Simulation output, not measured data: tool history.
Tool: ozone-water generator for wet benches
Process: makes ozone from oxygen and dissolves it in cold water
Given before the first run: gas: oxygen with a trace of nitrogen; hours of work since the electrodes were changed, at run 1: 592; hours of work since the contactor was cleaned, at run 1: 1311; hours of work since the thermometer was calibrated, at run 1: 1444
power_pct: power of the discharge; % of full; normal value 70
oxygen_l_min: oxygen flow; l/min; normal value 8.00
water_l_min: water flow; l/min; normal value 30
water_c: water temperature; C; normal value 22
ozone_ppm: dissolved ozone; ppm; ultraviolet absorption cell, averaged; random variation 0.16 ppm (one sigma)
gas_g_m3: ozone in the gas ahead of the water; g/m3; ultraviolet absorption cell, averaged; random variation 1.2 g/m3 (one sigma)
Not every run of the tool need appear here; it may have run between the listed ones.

run     day  power_pct  oxygen_l_min  water_l_min  water_c  hours of work since the electrodes were changed  hours of work since the contactor was cleaned  hours of work since the thermometer was calibrated  ozone_ppm  gas_g_m3
  1   0.000         70          8.00           30       22                                              592                                           1311                                                1444       19.3     212.8
  2   1.454         70          8.00           30       22                                              623                                           1342                                                1475       19.0     211.3
  3   4.258         70          8.00           30       22                                              683                                           1402                                                1536       19.2     212.6
  4   7.612         70          8.00           29       22                                              755                                           1474                                                1607       19.6     209.9
  5   9.925         70          8.00           34       22                                              805                                           1523                                                1657       17.2     210.0
  6  12.292         53          8.00           30       22                                              856                                           1574                                                1708       16.2     178.5
  7  15.683         53          8.00           30       22                                              928                                           1647                                                1780       16.5     176.9
  8  18.071         53          8.00           30       22                                              979                                           1698                                                1832       16.1     178.0
  9  20.288         53          8.00           30       22                                             1027                                           1745                                                1879       16.1     178.2
 10  22.592         53          8.00           30       22                                             1076                                           1795                                                1929       15.9     176.4
 11  25.283         53          8.00           30       22                                             1134                                           1852                                                1986       15.8     176.0
 12  27.696         53          8.00           30       22                                             1186                                           1904                                                2038       15.9     174.5
 13  30.192         53          8.00           30       22                                             1239                                           1958                                                2091       15.9     177.2
 14  32.058         70          8.00           30       22                                             1279                                           1998                                                2131       18.4     204.0
 15  34.029         70          8.00           30       22                                             1321                                           2040                                                2174       17.8     202.4
 16  37.129         70          8.00           30       22                                             1388                                           2106                                                2240       17.6     202.6
 17  39.546         70          5.71           47       20                                             1440                                           2158                                                2292       10.9     231.0
 18  41.158         70          5.71           47       20                                             1474                                           2193                                                2326       11.0     232.8
 19  43.204         70          8.00           35       29                                             1518                                           2237                                                2370       13.9     200.6
 20  44.875         99          5.78           47       19                                             1554                                           2272                                                2406       13.2     276.0
 21  47.767         70          8.00           30       17                                             1616                                           2334                                                2468       19.2     199.3
 22  51.300         70          8.00           30       17                                             1692                                           2410                                                2544       19.0     199.8
     52.688  -- contactor cleaned
 23  53.379         50          4.99           40       25                                             1733                                             15                                                2585       10.4     201.8
 24  56.596         60          4.99           28       25                                             1801                                             84                                                2654       16.3     222.0
 25  58.771         87          8.00           23       22                                             1848                                            130                                                2700       25.5     219.0
 26  61.038         43         13.47           23       27                                             1897                                            179                                                2749       15.6     122.3
 27  63.825         90          8.06           26       25                                             1956                                            239                                                2809       22.1     222.1
 28  65.500         90          8.06           26       25                                             1992                                            275                                                2845       21.8     220.7
 29  68.846         70          5.16           30       18                                             2064                                            346                                                2916       17.6     233.1
 30  70.762         70          6.83           30       17                                             2105                                            387                                                2957       19.0     206.4
 31  73.950         70          8.71           43       22                                             2173                                            456                                                3026       13.2     186.4
 32  76.688         63          8.00           38       22                                             2232                                            514                                                3084       13.6     182.9

Pick out some run-to-run changes in ozone_ppm. Of each, how much would a tool without hidden state show as well, from the settings, what came in and chance, and how much is left for the hidden state and any gauge scatter not in both results compared?
The hidden state here: yield of the discharge, % of new electrodes'; contactor's efficiency, % of a clean one's; true water temperature over the reading, C; drift of the gauge itself on ozone_ppm, %; drift of the gauge itself on gas_g_m3, %.
Run 22 -> 23: power_pct 70 -> 50, oxygen_l_min 8.00 -> 4.99, water_l_min 30 -> 40, water_c 17 -> 25, contactor cleaned. ozone_ppm -8.6 ppm: hidden state +2.8, all else -11.4.
Run 24 -> 25: power_pct 60 -> 87, oxygen_l_min 4.99 -> 8.00, water_l_min 28 -> 23, water_c 25 -> 22. ozone_ppm +9.2 ppm: hidden state -1.9, all else +11.1.
Run 25 -> 26: power_pct 87 -> 43, oxygen_l_min 8.00 -> 13.47, water_c 22 -> 27. ozone_ppm -9.9 ppm: hidden state +2.3, all else -12.2.
Run 26 -> 27: power_pct 43 -> 90, oxygen_l_min 13.47 -> 8.06, water_l_min 23 -> 26, water_c 27 -> 25. ozone_ppm +6.5 ppm: hidden state -2.2, all else +8.7.
